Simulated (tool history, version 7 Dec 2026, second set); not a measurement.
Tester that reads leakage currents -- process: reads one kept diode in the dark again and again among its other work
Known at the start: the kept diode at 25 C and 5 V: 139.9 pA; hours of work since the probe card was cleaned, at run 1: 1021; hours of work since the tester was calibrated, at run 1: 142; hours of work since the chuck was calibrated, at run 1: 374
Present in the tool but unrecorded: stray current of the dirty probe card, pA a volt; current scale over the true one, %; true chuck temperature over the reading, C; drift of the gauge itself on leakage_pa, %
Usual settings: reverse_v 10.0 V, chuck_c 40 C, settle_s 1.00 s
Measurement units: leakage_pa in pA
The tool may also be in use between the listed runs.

| run | hour | reverse_v | chuck_c | settle_s | hours of work since the probe card was cleaned | hours of work since the tester was calibrated | hours of work since the chuck was calibrated | leakage_pa |
|---|---|---|---|---|---|---|---|---|
| 1 | 0.0 | 10.0 | 40 | 1.00 | 1021 | 142 | 374 | 591.66 |
| 2 | 17.3 | 10.0 | 40 | 1.00 | 1030 | 151 | 383 | 590.06 |
| 3 | 41.1 | 10.0 | 40 | 1.00 | 1042 | 164 | 396 | 592.27 |
| 4 | 69.8 | 10.0 | 40 | 1.16 | 1058 | 179 | 411 | 591.25 |
| 5 | 85.2 | 10.0 | 40 | 1.00 | 1066 | 187 | 419 | 592.68 |
| 6 | 99.5 | 10.0 | 40 | 1.00 | 1074 | 195 | 427 | 588.71 |
| 7 | 121.3 | 10.0 | 40 | 1.00 | 1085 | 207 | 439 | 588.13 |
| 8 | 139.8 | 10.0 | 40 | 1.00 | 1095 | 216 | 448 | 591.30 |
| 9 | 154.5 | 10.0 | 40 | 1.00 | 1103 | 224 | 456 | 590.05 |
| 10 | 180.2 | 10.0 | 40 | 0.75 | 1117 | 238 | 470 | 589.97 |
| 11 | 197.0 | 10.0 | 23 | 0.75 | 1126 | 247 | 479 | 187.00 |
| 12 | 215.8 | 10.0 | 23 | 0.75 | 1136 | 257 | 489 | 187.20 |
| 13 | 232.5 | 16.0 | 40 | 1.00 | 1144 | 266 | 498 | 774.22 |
| 14 | 252.5 | 16.0 | 40 | 0.33 | 1155 | 276 | 508 | 774.75 |
| 15 | 281.1 | 16.0 | 40 | 0.33 | 1170 | 292 | 524 | 775.23 |
| 16 | 297.3 | 10.0 | 40 | 1.35 | 1179 | 300 | 532 | 587.50 |
| 17 | 317.0 | 10.0 | 40 | 1.00 | 1189 | 311 | 543 | 587.65 |
| 18 | 334.1 | 10.0 | 40 | 1.00 | 1198 | 320 | 552 | 587.66 |
| 19 | 362.3 | 10.0 | 40 | 1.00 | 1214 | 335 | 567 | 587.49 |
| 20 | 391.8 | 10.0 | 40 | 1.00 | 1229 | 351 | 583 | 588.69 |
| 21 | 405.4 | 10.0 | 40 | 1.00 | 1236 | 358 | 590 | 585.71 |
| 22 | 425.9 | 10.0 | 40 | 1.00 | 1247 | 369 | 601 | 591.05 |
| 23 | 446.1 | 10.0 | 40 | 1.00 | 1258 | 380 | 611 | 585.62 |
| 24 | 475.4 | 4.7 | 22 | 1.97 | 1274 | 395 | 627 | 109.33 |
| 25 | 489.1 | 11.2 | 40 | 1.97 | 1281 | 402 | 634 | 623.99 |
| 26 | 504.8 | 11.2 | 40 | 1.97 | 1289 | 411 | 643 | 626.68 |
| 27 | 523.1 | 11.2 | 60 | 0.60 | 1299 | 421 | 653 | 2167.20 |
| 28 | 536.4 | 11.7 | 47 | 0.60 | 1306 | 428 | 660 | 1005.34 |
| 29 | 563.5 | 11.7 | 47 | 0.60 | 1321 | 442 | 674 | 1003.80 |
| 30 | 578.2 | 18.7 | 42 | 0.74 | 1328 | 450 | 682 | 960.53 |
| 31 | 595.0 | 13.7 | 22 | 0.74 | 1337 | 459 | 691 | 210.76 |
| 32 | 613.0 | 13.7 | 22 | 0.74 | 1347 | 468 | 700 | 212.02 |
| 33 | 643.0 | 5.8 | 59 | 0.73 | 1363 | 484 | 716 | 1393.43 |
| 34 | 657.7 | 1.5 | 29 | 1.00 | 1371 | 492 | 724 | 91.46 |
| 35 | 675.2 | 1.0 | 27 | 0.50 | 1380 | 501 | 733 | 62.67 |
| 36 | 696.8 | 1.1 | 21 | 0.63 | 1392 | 513 | 745 | 43.03 |
| 37 | 709.5 | 1.1 | 21 | 0.63 | 1398 | 520 | 752 | 43.19 |
| 38 | 728.8 | 1.9 | 54 | 1.94 | 1409 | 530 | 762 | 541.89 |
| 39 | 742.3 | 1.9 | 54 | 1.94 | 1416 | 537 | 769 | 538.51 |
| 40 | 768.9 | 1.9 | 54 | 1.94 | 1430 | 551 | 783 | 540.67 |
| 41 | 790.8 | 6.2 | 53 | 1.75 | 1442 | 563 | 795 | 1002.31 |

Alternative continuations, all from the tool just after run 41; predict every row:
| A | 809.5 | 2.3 | 40 | 1.01 | 1452 | 573 | 805 | ? |
| B | 809.5 | 3.7 | 41 | 1.78 | 1452 | 573 | 805 | ? |
| C | 809.5 | 1.6 | 50 | 0.37 | 1452 | 573 | 805 | ? |

| run | leakage_pa |
|---|---|
| A | 246.98 |
| B | 349.50 |
| C | 383.71 |
What these runs would have given with no unlogged condition in the tool:
| run | leakage_pa |
|---|---|
| A | 258.32 |
| B | 364.50 |
| C | 403.61 |
